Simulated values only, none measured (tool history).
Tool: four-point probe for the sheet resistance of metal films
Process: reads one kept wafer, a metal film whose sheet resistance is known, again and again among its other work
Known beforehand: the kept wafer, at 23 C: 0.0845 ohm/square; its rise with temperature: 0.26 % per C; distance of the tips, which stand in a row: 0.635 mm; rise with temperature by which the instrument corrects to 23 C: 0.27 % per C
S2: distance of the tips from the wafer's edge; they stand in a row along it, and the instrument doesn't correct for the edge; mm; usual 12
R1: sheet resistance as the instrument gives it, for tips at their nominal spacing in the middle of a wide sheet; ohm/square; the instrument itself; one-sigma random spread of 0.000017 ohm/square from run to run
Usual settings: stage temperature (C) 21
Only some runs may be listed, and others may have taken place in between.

Run 1, hour 0.0: usual settings. Result: R1 0.084680 ohm/square.
Run 2, hour 76.3: usual settings. Result: R1 0.084635 ohm/square.
Run 3, hour 146.0: usual settings. Result: R1 0.084679 ohm/square.
Run 4, hour 252.1: usual settings. Result: R1 0.084655 ohm/square.
Run 5, hour 309.1: usual settings. Result: R1 0.084618 ohm/square.
Run 6, hour 421.1: usual settings but S2 70 mm. Result: R1 0.084516 ohm/square.
Run 7, hour 535.3: usual settings but S2 7 mm. Result: R1 0.084914 ohm/square.
Run 8, hour 584.2: usual settings. Result: R1 0.084626 ohm/square.
Run 9, hour 644.0: usual settings. Result: R1 0.084671 ohm/square.
Run 10, hour 743.9: usual settings. Result: R1 0.084645 ohm/square.
Run 11, hour 856.1: usual settings. Result: R1 0.084644 ohm/square.
Run 12, hour 968.8: usual settings but S2 6 mm. Result: R1 0.085032 ohm/square.
At hour 980.5: new probe head fitted.
Run 13, hour 1050.6: usual settings but S2 6 mm. Result: R1 0.085043 ohm/square.
Run 14, hour 1115.8: usual settings but S2 6 mm. Result: R1 0.085022 ohm/square.

The next listed run, before its measurement:
Run 15, hour 1205.8: usual settings but stage temperature (C) 25, S2 44 mm. Result: R1 ?.

For run 15 the tool returned R1 0.084489 ohm/square.
Take away the tool's hidden state, keep the run-to-run variation as it was, and the same run would have given R1 0.084487 ohm/square.
